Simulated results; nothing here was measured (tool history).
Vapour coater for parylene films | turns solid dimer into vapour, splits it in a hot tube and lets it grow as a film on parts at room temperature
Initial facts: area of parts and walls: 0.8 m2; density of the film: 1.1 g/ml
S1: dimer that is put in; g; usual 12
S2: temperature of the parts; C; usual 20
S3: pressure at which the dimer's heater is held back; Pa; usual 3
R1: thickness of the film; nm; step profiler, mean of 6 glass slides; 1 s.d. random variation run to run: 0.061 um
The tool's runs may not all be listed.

run,hour,S1,S2,S3,R1
1,0,12,20,3,9120
2,45.1,12,20,3,9060
3,92.8,12,20,3,9270
4,151.1,12,20,3,9190
5,183.8,12,20,10.08,7960
6,213,12,20,10.08,7880
7,257.9,12,29,3,7030
8,305.5,10,20,3,7380
9,336,10,20,3,7460
10,366.1,10,20,3,7450
11,405.3,10,20,3,7390
12,459.4,10,20,3,7290
13,496.7,10,20,3,7410
14,539,10,20,3,7250
15,583.6,9,20,3,6580
16,640.9,9,20,3,6560
# hour 646.3: table's thermometer calibrated
17,691.5,9,20,3,6350
18,717.1,9,17,2.13,7210
# hour 730.2: table's thermometer calibrated, once more
19,758,9,17,2.13,7500
20,797.9,10,14,4.97,8090
# hour 805.6: trap's valve overhauled
21,847.3,12,25,4.8,8010
22,900.6,12,17,11.42,9150
23,927.2,7,17,8.57,5340
24,976.8,6,32,5.02,3270
25,1013.9,12,27,2.39,7970
26,1066.8,8,18,10.3,5840
27,1113.4,11,14,4.24,9780
28,1142.1,11,14,4.24,9860
29,1190.4,12,25,10.92,7070
30,1241.7,20,13,4.6,18210
31,1296.2,20,13,4.6,17820
32,1334.7,17,18,9.07,12300
33,1367.3,6,26,9.07,3440
34,1411.8,12,14,10.58,9490

Each row is a separate what-if for the run after 34, all from the same tool condition, not one after another. Results?
A,1446.7,16,14,6.63,?
B,1446.7,12,15,7.34,?
C,1446.7,12,20,3.32,?
D,1446.7,12,14,6.96,?
E,1446.7,12,31,3,?

run,R1
A,13140
B,9540
C,9030
D,9850
E,6670
What these runs would have given with no unlogged condition in the tool:
run,R1
A,13960
B,10130
C,9590
D,10470
E,7090
